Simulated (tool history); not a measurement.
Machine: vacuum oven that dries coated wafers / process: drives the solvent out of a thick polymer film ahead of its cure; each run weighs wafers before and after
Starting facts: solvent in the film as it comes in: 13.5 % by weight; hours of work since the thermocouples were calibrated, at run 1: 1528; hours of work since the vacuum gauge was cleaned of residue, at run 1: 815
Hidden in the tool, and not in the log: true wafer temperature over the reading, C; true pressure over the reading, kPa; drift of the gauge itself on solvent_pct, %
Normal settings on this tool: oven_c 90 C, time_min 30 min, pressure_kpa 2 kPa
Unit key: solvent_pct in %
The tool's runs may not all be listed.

run   hour  oven_c  time_min  pressure_kpa  hours of work since the thermocouples were calibrated  hours of work since the vacuum gauge was cleaned of residue  solvent_pct
  1      0      90        30             2                                                   1528                                                          815         1.99
  2   20.1      90        30             2                                                   1537                                                          825         1.91
  3   59.8      90        30             2                                                   1557                                                          844         2.01
  4   87.6      90        30             2                                                   1570                                                          857         1.95
  5  119.3      77        30             2                                                   1585                                                          872         4.15
  6  147.4      77        30             2                                                   1599                                                          886         4.13
     175.9  -- oven's thermocouples calibrated
  7    188      77        30             2                                                      6                                                          905          4.1
  8  218.5      90        30             2                                                     21                                                          919         1.92
  9    238      90        30             2                                                     30                                                          929         1.87
 10  265.4      90        30             2                                                     43                                                          942          1.9
 11  301.6      90        39             2                                                     61                                                          959         1.31
 12  334.7      90        21             2                                                     77                                                          975         2.96
 13  357.5      90        21             2                                                     88                                                          986         3.09
 14  401.3      90        21          2.98                                                    109                                                         1007         3.36
 15  430.3      90        21          2.98                                                    123                                                         1021         3.29
 16    461      78        30          1.05                                                    138                                                         1036         3.55
 17  484.7      78        30          1.05                                                    149                                                         1048         3.52
 18  520.3      90        18             2                                                    166                                                         1065          3.6
 19  548.8     102        30             2                                                    180                                                         1079         0.76
 20  592.4      94        17          5.61                                                    201                                                         1100         3.99
 21  614.7      94        17          5.61                                                    212                                                         1110         4.02
 22  638.6      90        30          3.66                                                    223                                                         1122         2.43
 23  676.7      90        30          1.06                                                    242                                                         1140         1.61
 24  704.6      90        22             2                                                    255                                                         1154         2.84
 25  732.7      90        22          5.23                                                    269                                                         1167         3.78
 26  775.9      85        36          5.23                                                    289                                                         1188          3.4
 27  805.6      76        40          4.06                                                    304                                                         1203         4.46
 28  836.3      96        30          6.67                                                    319                                                         1217         2.55
 29  862.3      90        53             2                                                    331                                                         1230         0.99
 30  899.4      94        53          1.72                                                    349                                                         1248         0.62

4 options for the next run, each taken on its own from the tool as it stands now. Forecast them:
  A   929      90        16          1.46                                                    363                                                         1262            ?
  B   929      90        52          4.44                                                    363                                                         1262            ?
  C   929      94        17          1.72                                                    363                                                         1262            ?
  D   929      76        31          1.72                                                    363                                                         1262            ?

run  solvent_pct
  A         3.86
  B         1.79
  C         3.08
  D         4.08
Without the tool's unlogged condition, the same runs would have read:
run  solvent_pct
  A         3.85
  B         1.78
  C         3.08
  D         4.07

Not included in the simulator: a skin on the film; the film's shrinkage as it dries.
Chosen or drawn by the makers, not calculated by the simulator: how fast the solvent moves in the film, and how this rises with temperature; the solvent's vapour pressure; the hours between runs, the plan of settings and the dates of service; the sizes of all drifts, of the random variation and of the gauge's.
